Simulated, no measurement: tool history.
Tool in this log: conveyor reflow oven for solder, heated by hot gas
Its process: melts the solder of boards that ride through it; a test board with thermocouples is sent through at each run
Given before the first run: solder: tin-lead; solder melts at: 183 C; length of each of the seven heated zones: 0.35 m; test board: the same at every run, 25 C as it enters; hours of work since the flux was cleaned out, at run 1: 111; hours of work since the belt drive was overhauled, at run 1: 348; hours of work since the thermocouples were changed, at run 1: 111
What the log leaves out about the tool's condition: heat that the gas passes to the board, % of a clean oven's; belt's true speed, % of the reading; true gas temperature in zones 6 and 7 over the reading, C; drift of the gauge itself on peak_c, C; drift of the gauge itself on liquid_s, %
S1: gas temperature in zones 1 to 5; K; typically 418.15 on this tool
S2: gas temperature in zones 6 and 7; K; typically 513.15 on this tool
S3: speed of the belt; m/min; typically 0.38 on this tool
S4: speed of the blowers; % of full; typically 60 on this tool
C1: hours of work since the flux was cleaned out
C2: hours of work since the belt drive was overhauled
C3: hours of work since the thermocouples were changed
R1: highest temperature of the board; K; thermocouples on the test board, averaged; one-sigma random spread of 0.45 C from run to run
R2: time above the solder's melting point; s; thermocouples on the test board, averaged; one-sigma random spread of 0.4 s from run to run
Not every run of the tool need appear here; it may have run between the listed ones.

run,hour,S1,S2,S3,S4,C1,C2,C3,R1,R2
1,0,418.15,513.15,0.38,60,111,348,111,497.75,92.7
2,35.9,418.15,513.15,0.38,60,130,367,130,497.05,93.1
3,87.9,418.15,513.15,0.38,60,158,395,158,496.55,92.8
4,122.9,418.15,513.15,0.38,60,177,414,177,496.05,93.6
5,172.5,418.15,513.15,0.38,60,203,440,203,496.25,92.1
6,238,418.15,513.15,0.38,60,238,475,238,496.55,91.8
7,287.5,418.15,513.15,0.38,60,265,501,265,496.95,92.8
8,349,419.15,513.15,0.38,60,297,534,297,496.75,92.1
9,387.5,418.15,513.15,0.38,66,318,555,318,497.05,93.8
10,420.4,418.15,513.15,0.38,60,335,572,335,495.65,92.4
11,483.8,418.15,513.15,0.38,60,369,606,369,495.05,91.3
# hour 494.7: flux residue cleaned out of gas plates and filters
12,527.5,418.15,513.15,0.38,60,18,627,390,498.85,94.9
# hour 537.6: belt drive overhauled, speed set with a stopwatch
13,579.6,418.15,513.15,0.425,60,43,22,416,495.15,82.1
14,612.3,418.15,513.15,0.34,60,61,40,433,501.25,110.3
15,675.8,418.15,513.15,0.34,60,94,74,467,502.25,110.1
16,722.8,418.15,513.15,0.34,60,120,99,492,502.25,109.9
17,762.3,413.15,504.15,0.341,64,141,120,513,492.75,99.2
18,799.4,403.15,513.15,0.38,77,160,140,533,498.95,88.1
19,839.2,415.15,523.15,0.324,81,182,161,554,514.25,122.5
20,891.7,415.15,523.15,0.324,81,210,189,582,513.05,123.4
# hour 921.6: belt drive overhauled, speed set with a stopwatch, once more
21,951.4,413.15,528.15,0.38,60,239,16,612,509.45,99.4
22,982.4,412.15,513.15,0.38,63,256,32,628,496.15,89.2
23,1027.1,420.15,513.15,0.455,63,280,56,652,491.45,72.7
24,1076.1,420.15,513.15,0.455,63,306,82,678,489.95,71.2
25,1128.1,420.15,513.15,0.455,63,333,110,706,490.35,71.4
26,1161.5,420.15,511.15,0.304,57,351,128,724,501.15,122.8
# hour 1206.9: flux residue cleaned out of gas plates and filters
27,1206.9,420.15,502.15,0.36,76,0,149,745,494.35,98.2
28,1251.8,418.15,513.15,0.377,60,24,173,769,500.75,96.6
29,1317.9,418.15,513.15,0.377,60,59,209,804,499.55,96.2
30,1373.9,418.15,513.15,0.377,60,89,238,834,499.05,95.8
31,1403.6,418.15,520.15,0.38,60,105,254,850,504.95,99.6

What differs in the tool's unlogged condition from the final listed run ahead of each entry between runs to the first listed run following it?
Logged between run 11 and run 12: flux residue cleaned out of gas plates and filters (hour 494.7)
  heat that the gas passes to the board, % of a clean oven's: 84.8 -> 98.8; belt's true speed, % of the reading: 99.45 -> 99.43; true gas temperature in zones 6 and 7 over the reading, C: 1.12 -> 1.19
  measured result minus the result with no hidden state, R1: -2.6 -> +1 K; R2: -2.5 -> +1.4 s
Logged between run 12 and run 13: belt drive overhauled, speed set with a stopwatch (hour 537.6)
  heat that the gas passes to the board, % of a clean oven's: 98.8 -> 97.6; belt's true speed, % of the reading: 99.43 -> 99.12; true gas temperature in zones 6 and 7 over the reading, C: 1.19 -> 1.29
  measured result minus the result with no hidden state, R1: +1 -> +0.8 K; R2: +1.4 -> +1.4 s
Logged between run 20 and run 21: belt drive overhauled, speed set with a stopwatch, once more (hour 921.6)
  heat that the gas passes to the board, % of a clean oven's: 91 -> 89.8; belt's true speed, % of the reading: 98.98 -> 100.11; true gas temperature in zones 6 and 7 over the reading, C: 1.86 -> 1.97
  measured result minus the result with no hidden state, R1: +0.1 -> -1.1 K; R2: +1.4 -> -0.7 s
Logged between run 26 and run 27: flux residue cleaned out of gas plates and filters (hour 1206.9)
  heat that the gas passes to the board, % of a clean oven's: 85.3 -> 99.2; belt's true speed, % of the reading: 100.02 -> 100.01; true gas temperature in zones 6 and 7 over the reading, C: 2.38 -> 2.46
  measured result minus the result with no hidden state, R1: -0.4 -> +2 K; R2: -0.9 -> +1.8 s

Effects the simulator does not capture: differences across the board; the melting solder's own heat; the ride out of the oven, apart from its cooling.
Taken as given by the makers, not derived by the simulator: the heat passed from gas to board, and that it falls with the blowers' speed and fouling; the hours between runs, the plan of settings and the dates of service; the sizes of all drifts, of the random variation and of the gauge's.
